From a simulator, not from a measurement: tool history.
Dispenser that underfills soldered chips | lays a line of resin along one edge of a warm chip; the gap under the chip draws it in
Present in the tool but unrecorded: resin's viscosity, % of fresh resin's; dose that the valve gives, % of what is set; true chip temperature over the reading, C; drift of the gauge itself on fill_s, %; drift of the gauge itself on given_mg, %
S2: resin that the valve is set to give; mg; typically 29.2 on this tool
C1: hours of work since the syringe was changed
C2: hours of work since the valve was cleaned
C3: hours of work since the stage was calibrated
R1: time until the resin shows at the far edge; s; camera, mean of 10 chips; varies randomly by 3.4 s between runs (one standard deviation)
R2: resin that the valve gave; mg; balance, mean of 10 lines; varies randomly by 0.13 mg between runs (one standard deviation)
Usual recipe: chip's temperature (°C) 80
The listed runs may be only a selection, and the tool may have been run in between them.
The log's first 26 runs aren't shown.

{"hour": 101.5, "done": "new syringe of resin"}
{"run": 27, "hour": 101.8, "chip's temperature (°C)": 86, "S2": 35.6, "C1": 0, "C2": 62, "C3": 72, "R1": 255.5, "R2": 34.02}
{"run": 28, "hour": 106.9, "chip's temperature (°C)": 93, "S2": 36.2, "C1": 3, "C2": 65, "C3": 75, "R1": 250.6, "R2": 34.37}
{"run": 29, "hour": 110.8, "chip's temperature (°C)": 86, "S2": 34, "C1": 6, "C2": 67, "C3": 78, "R1": 432, "R2": 32.09}
{"hour": 115.1, "done": "new syringe of resin"}
{"run": 30, "hour": 116.3, "chip's temperature (°C)": 85, "S2": 31.7, "C1": 1, "C2": 71, "C3": 81, "R1": 297.5, "R2": 30.11}
{"run": 31, "hour": 118.9, "chip's temperature (°C)": 91, "S2": 31.4, "C1": 2, "C2": 72, "C3": 83, "R1": 268.5, "R2": 29.91}
{"run": 32, "hour": 123.2, "chip's temperature (°C)": 91, "S2": 31.4, "C1": 5, "C2": 75, "C3": 85, "R1": 333.4, "R2": 29.38}
{"run": 33, "hour": 125.6, "chip's temperature (°C)": 90, "S2": 36.1, "C1": 7, "C2": 76, "C3": 87, "R1": 403.3, "R2": 34.21}
{"hour": 128.9, "done": "new syringe of resin"}
{"run": 34, "hour": 131.2, "chip's temperature (°C)": 70, "S2": 36.1, "C1": 1, "C2": 80, "C3": 90, "R1": 598.7, "R2": 34.07}
{"run": 35, "hour": 135.1, "chip's temperature (°C)": 81, "S2": 36.3, "C1": 4, "C2": 82, "C3": 93, "R1": 459.2, "R2": 34.19}

Here are 3 independent what-if runs from the current tool condition. What would each one return?
{"run": "A", "hour": 139.0, "chip's temperature (°C)": 79, "S2": 29.2, "C1": 6, "C2": 84, "C3": 95, "R1": "?", "R2": "?"}
{"run": "B", "hour": 139.0, "chip's temperature (°C)": 71, "S2": 34.7, "C1": 6, "C2": 84, "C3": 95, "R1": "?", "R2": "?"}
{"run": "C", "hour": 139.0, "chip's temperature (°C)": 71, "S2": 32, "C1": 6, "C2": 84, "C3": 95, "R1": "?", "R2": "?"}

run=A R1=638.4 R2=27.36
run=B R1=902 R2=32.8
run=C R1=910.5 R2=30.14
Take away the tool's hidden state, keep each run's random variation, and the runs would have read:
run=A R1=355.4 R2=29.09
run=B R1=504.6 R2=34.87
run=C R1=508.3 R2=32.05
